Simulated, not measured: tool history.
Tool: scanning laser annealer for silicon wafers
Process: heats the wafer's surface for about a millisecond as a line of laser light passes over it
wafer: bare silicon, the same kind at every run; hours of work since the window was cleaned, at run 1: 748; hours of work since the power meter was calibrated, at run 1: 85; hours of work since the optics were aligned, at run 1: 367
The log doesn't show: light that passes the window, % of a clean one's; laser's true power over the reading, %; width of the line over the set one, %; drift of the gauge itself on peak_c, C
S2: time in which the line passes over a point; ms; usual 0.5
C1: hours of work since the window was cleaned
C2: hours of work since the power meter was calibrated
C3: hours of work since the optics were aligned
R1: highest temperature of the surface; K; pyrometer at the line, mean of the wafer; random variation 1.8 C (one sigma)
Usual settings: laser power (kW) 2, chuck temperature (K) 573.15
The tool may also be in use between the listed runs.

Run 1, hour 0: usual settings; C1 748; C2 85; C3 367. Result: R1 1291.15 K.
Run 2, hour 25.5: usual settings; C1 760; C2 97; C3 379. Result: R1 1295.15 K.
Run 3, hour 50.4: usual settings but laser power (kW) 2.103; C1 772; C2 109; C3 391. Result: R1 1325.15 K.
Run 4, hour 79.5: usual settings but chuck temperature (K) 542.15; C1 786; C2 123; C3 405. Result: R1 1265.15 K.
Run 5, hour 103.2: usual settings but chuck temperature (K) 542.15; C1 797; C2 134; C3 416. Result: R1 1264.15 K.
At hour 112: window over the wafer cleaned.
Run 6, hour 137.5: usual settings but chuck temperature (K) 557.15; C1 12; C2 149; C3 431. Result: R1 1278.15 K.
Run 7, hour 159.3: usual settings but chuck temperature (K) 557.15; C1 22; C2 160; C3 442. Result: R1 1274.15 K.
Run 8, hour 194.3: usual settings but S2 0.389 ms, chuck temperature (K) 557.15; C1 39; C2 176; C3 458. Result: R1 1200.15 K.
Run 9, hour 228.7: usual settings but S2 0.389 ms, chuck temperature (K) 557.15; C1 56; C2 193; C3 475. Result: R1 1201.15 K.
Run 10, hour 246.3: usual settings but chuck temperature (K) 555.15; C1 64; C2 201; C3 483. Result: R1 1275.15 K.
Run 11, hour 276: usual settings but S2 0.553 ms, chuck temperature (K) 555.15; C1 78; C2 215; C3 497. Result: R1 1309.15 K.
Run 12, hour 292.9: usual settings but S2 0.553 ms, chuck temperature (K) 555.15; C1 86; C2 223; C3 505. Result: R1 1310.15 K.
Run 13, hour 329.8: usual settings but S2 0.553 ms, chuck temperature (K) 555.15; C1 104; C2 241; C3 523. Result: R1 1311.15 K.
Run 14, hour 353.7: usual settings but S2 0.553 ms, chuck temperature (K) 555.15; C1 115; C2 252; C3 534. Result: R1 1311.15 K.
Run 15, hour 370.2: usual settings but S2 0.553 ms, chuck temperature (K) 555.15; C1 123; C2 260; C3 542. Result: R1 1314.15 K.
Run 16, hour 404.8: usual settings; C1 139; C2 276; C3 558. Result: R1 1293.15 K.
Run 17, hour 434.5: usual settings; C1 154; C2 291; C3 573. Result: R1 1294.15 K.
Run 18, hour 452.3: usual settings; C1 162; C2 299; C3 581. Result: R1 1293.15 K.
Run 19, hour 484.8: usual settings; C1 177; C2 315; C3 597. Result: R1 1292.15 K.
Run 20, hour 508.7: usual settings but laser power (kW) 2.189, S2 0.392 ms; C1 189; C2 326; C3 608. Result: R1 1273.15 K.
Run 21, hour 530.4: usual settings but laser power (kW) 2.189, S2 0.392 ms; C1 199; C2 336; C3 618. Result: R1 1271.15 K.
Run 22, hour 549.8: usual settings but laser power (kW) 1.789, S2 0.405 ms, chuck temperature (K) 555.15; C1 208; C2 346; C3 628. Result: R1 1145.15 K.
Run 23, hour 578.8: usual settings but S2 0.402 ms, chuck temperature (K) 559.15; C1 222; C2 359; C3 641. Result: R1 1211.15 K.

The next listed run, before its measurement:
Run 24, hour 611.4: usual settings but laser power (kW) 1.789, S2 0.402 ms, chuck temperature (K) 605.15; C1 238; C2 375; C3 657. Result: R1 ?.

{"run 24": {"R1": 1197.15}}
Without the tool's hidden state the same run would have given R1 1198.15 K.

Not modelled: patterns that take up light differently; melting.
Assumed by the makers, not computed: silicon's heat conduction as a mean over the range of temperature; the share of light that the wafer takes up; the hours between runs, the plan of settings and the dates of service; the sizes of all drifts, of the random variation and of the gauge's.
